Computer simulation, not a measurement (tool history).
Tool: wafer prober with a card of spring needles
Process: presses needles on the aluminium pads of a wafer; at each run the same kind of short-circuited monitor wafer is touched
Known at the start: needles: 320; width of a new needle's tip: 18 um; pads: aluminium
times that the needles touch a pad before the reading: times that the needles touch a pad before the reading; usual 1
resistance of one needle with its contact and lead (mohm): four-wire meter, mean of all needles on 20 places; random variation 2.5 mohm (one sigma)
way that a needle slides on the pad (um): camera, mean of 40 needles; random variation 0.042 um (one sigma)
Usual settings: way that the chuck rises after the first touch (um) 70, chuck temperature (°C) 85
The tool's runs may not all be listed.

run,hour,way that the chuck rises after the first touch (um),chuck temperature (°C),times that the needles touch a pad before the reading,resistance of one needle with its contact and lead (mohm),way that a needle slides on the pad (um)
1,0.0,70,85,1,301,15.79
# hour 9.7: tips cleaned on abrasive film
2,10.7,70,85,1,295,15.86
# hour 21.5: tips cleaned on abrasive film
3,22.3,70,85,1,295,15.83
# hour 32.8: tips cleaned on abrasive film
4,36.2,70,85,1,319,15.73
# hour 43.5: tips cleaned on abrasive film
5,48.6,70,85,1,314,15.86
# hour 54.5: tips cleaned on abrasive film
6,59.2,70,85,1,319,15.78
# hour 65.7: tips cleaned on abrasive film
7,71.3,70,85,1,314,15.83
# hour 76.6: tips cleaned on abrasive film
8,80.5,70,114,1,315,15.84
# hour 87.7: tips cleaned on abrasive film
9,91.4,60,85,1,319,13.53
# hour 98.5: tips cleaned on abrasive film
10,102.9,60,85,1,317,13.39
# hour 109.4: tips cleaned on abrasive film
11,117.2,60,85,1,330,13.42
# hour 120.2: tips cleaned on abrasive film
# hour 131.0: tips cleaned on abrasive film
12,131.1,60,85,1,298,13.41
# hour 141.8: tips cleaned on abrasive film
13,142.8,60,85,1,304,13.35
# hour 153.1: tips cleaned on abrasive film
14,155.3,60,123,3,314,13.37
# hour 164.6: tips cleaned on abrasive film
15,169.8,63,70,3,301,14.06
# hour 175.4: tips cleaned on abrasive film
16,183.2,60,85,1,328,13.38
# hour 186.0: tips cleaned on abrasive film
# hour 196.6: tips cleaned on abrasive film
17,197.9,61,85,1,303,13.54
18,205.8,61,85,1,337,13.55
# hour 208.1: tips cleaned on abrasive film
19,213.3,77,58,2,294,17.25
# hour 219.6: tips cleaned on abrasive film
20,224.9,70,45,2,295,15.60
# hour 230.8: tips cleaned on abrasive film
21,237.0,70,45,2,294,15.61

The next listed run, before its measurement:
# hour 241.6: tips cleaned on abrasive film
# hour 241.9: height of the first contact set anew
22,244.9,70,45,2,?,?

resistance of one needle with its contact and lead (mohm): 292
way that a needle slides on the pad (um): 16.17
Without the tool's hidden state the same run would have given resistance of one needle with its contact and lead (mohm) 280, way that a needle slides on the pad (um) 16.17.
